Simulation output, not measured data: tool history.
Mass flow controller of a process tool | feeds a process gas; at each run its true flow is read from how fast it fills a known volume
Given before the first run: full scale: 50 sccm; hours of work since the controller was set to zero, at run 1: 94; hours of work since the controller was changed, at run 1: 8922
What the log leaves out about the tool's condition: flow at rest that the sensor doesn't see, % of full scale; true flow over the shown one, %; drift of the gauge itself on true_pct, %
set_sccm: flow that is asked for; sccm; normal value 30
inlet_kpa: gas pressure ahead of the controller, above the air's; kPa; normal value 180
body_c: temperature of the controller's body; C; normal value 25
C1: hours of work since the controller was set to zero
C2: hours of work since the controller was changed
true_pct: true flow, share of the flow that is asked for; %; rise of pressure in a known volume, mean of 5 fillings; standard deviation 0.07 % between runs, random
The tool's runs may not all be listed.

Run 1, hour 0.0: usual settings; C1 94; C2 8922. Result: true_pct 102.00 %.
Run 2, hour 185.9: usual settings but body_c 29 C; C1 236; C2 9064. Result: true_pct 101.88 %.
Run 3, hour 394.4: usual settings but inlet_kpa 266 kPa, body_c 29 C; C1 395; C2 9223. Result: true_pct 102.50 %.
Run 4, hour 638.4: usual settings; C1 581; C2 9410. Result: true_pct 102.03 %.
Run 5, hour 809.4: usual settings; C1 712; C2 9540. Result: true_pct 102.07 %.
Run 6, hour 971.2: usual settings; C1 836; C2 9664. Result: true_pct 102.16 %.
Run 7, hour 1176.3: usual settings but inlet_kpa 153 kPa; C1 992; C2 9821. Result: true_pct 101.90 %.
Run 8, hour 1368.9: usual settings but inlet_kpa 238 kPa; C1 1139; C2 9968. Result: true_pct 102.62 %.
Run 9, hour 1537.9: usual settings but inlet_kpa 238 kPa; C1 1269; C2 10097. Result: true_pct 102.66 %.
Run 10, hour 1667.7: usual settings but set_sccm 10 sccm, inlet_kpa 238 kPa; C1 1368; C2 10196. Result: true_pct 101.11 %.
At hour 1692.8: controller's zero set anew.
Run 11, hour 1795.8: usual settings but set_sccm 10 sccm, inlet_kpa 238 kPa; C1 79; C2 10293. Result: true_pct 100.40 %.
Run 12, hour 1977.4: usual settings but set_sccm 10 sccm, inlet_kpa 238 kPa; C1 217; C2 10432. Result: true_pct 100.37 %.
Run 13, hour 2221.9: usual settings but set_sccm 32 sccm, inlet_kpa 251 kPa, body_c 30 C; C1 404; C2 10619. Result: true_pct 102.19 %.
Run 14, hour 2454.1: usual settings but set_sccm 7 sccm, inlet_kpa 272 kPa, body_c 30 C; C1 581; C2 10796. Result: true_pct 99.16 %.
Run 15, hour 2730.0: usual settings but inlet_kpa 193 kPa, body_c 29 C; C1 792; C2 11007. Result: true_pct 101.88 %.
Run 16, hour 2991.9: usual settings but inlet_kpa 193 kPa, body_c 29 C; C1 992; C2 11207. Result: true_pct 101.98 %.
At hour 3062.3: controller's zero set anew, once more.
Run 17, hour 3259.9: usual settings but inlet_kpa 193 kPa, body_c 29 C; C1 151; C2 11411. Result: true_pct 102.81 %.

Describe how what the log doesn't record of the tool's condition differs between the last listed run preceding each entry between runs and the first listed run following it.
After run 10, before run 11: controller's zero set anew (hour 1692.8)
  flow at rest that the sensor doesn't see, % of full scale: -0.202 -> -0.357; true flow over the shown one, %: 3.3 -> 3.34
  difference, measured minus the result without the unlogged condition, true_pct: +2.30 -> +1.55 %
After run 16, before run 17: controller's zero set anew, once more (hour 3062.3)
  flow at rest that the sensor doesn't see, % of full scale: -0.489 -> -0.038; true flow over the shown one, %: 3.63 -> 3.7
  difference, measured minus the result without the unlogged condition, true_pct: +2.82 -> +3.64 %
